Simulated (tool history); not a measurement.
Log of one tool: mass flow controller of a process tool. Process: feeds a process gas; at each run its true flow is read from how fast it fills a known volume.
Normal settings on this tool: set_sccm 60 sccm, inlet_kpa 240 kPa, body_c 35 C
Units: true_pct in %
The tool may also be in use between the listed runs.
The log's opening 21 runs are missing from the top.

{"run": 22, "hour": 4064.0, "set_sccm": 151, "inlet_kpa": 181, "body_c": 22, "true_pct": 96.58}
{"run": 23, "hour": 4261.8, "set_sccm": 151, "inlet_kpa": 265, "body_c": 21, "true_pct": 96.05}
{"run": 24, "hour": 4510.0, "set_sccm": 62, "inlet_kpa": 200, "body_c": 24, "true_pct": 95.49}
{"run": 25, "hour": 4706.8, "set_sccm": 149, "inlet_kpa": 251, "body_c": 26, "true_pct": 95.61}
{"run": 26, "hour": 4963.0, "set_sccm": 50, "inlet_kpa": 141, "body_c": 35, "true_pct": 95.2}
{"run": 27, "hour": 5105.4, "set_sccm": 50, "inlet_kpa": 141, "body_c": 35, "true_pct": 95.21}
{"run": 28, "hour": 5266.9, "set_sccm": 50, "inlet_kpa": 141, "body_c": 35, "true_pct": 95.12}
{"run": 29, "hour": 5522.8, "set_sccm": 50, "inlet_kpa": 141, "body_c": 35, "true_pct": 95.09}
{"run": 30, "hour": 5744.8, "set_sccm": 60, "inlet_kpa": 240, "body_c": 39, "true_pct": 94.05}
{"run": 31, "hour": 5862.7, "set_sccm": 87, "inlet_kpa": 192, "body_c": 38, "true_pct": 94.65}
{"run": 32, "hour": 6124.9, "set_sccm": 87, "inlet_kpa": 229, "body_c": 32, "true_pct": 94.74}
{"run": 33, "hour": 6249.5, "set_sccm": 31, "inlet_kpa": 240, "body_c": 39, "true_pct": 94.36}
{"run": 34, "hour": 6506.7, "set_sccm": 31, "inlet_kpa": 240, "body_c": 39, "true_pct": 94.41}
{"run": 35, "hour": 6770.9, "set_sccm": 31, "inlet_kpa": 240, "body_c": 39, "true_pct": 94.28}
{"run": 36, "hour": 6982.7, "set_sccm": 31, "inlet_kpa": 240, "body_c": 39, "true_pct": 94.35}

Predict each of these 3 candidate next runs independently; none follows another, all start after run 36:
{"run": "A", "hour": 7148.1, "set_sccm": 31, "inlet_kpa": 240, "body_c": 28, "true_pct": "?"}
{"run": "B", "hour": 7148.1, "set_sccm": 199, "inlet_kpa": 167, "body_c": 23, "true_pct": "?"}
{"run": "C", "hour": 7148.1, "set_sccm": 60, "inlet_kpa": 196, "body_c": 23, "true_pct": "?"}

run=A true_pct=94.92
run=B true_pct=96.45
run=C true_pct=95.13
Had the tool no hidden state, the same runs would have come out as:
run=A true_pct=97.53
run=B true_pct=100.46
run=C true_pct=98.54

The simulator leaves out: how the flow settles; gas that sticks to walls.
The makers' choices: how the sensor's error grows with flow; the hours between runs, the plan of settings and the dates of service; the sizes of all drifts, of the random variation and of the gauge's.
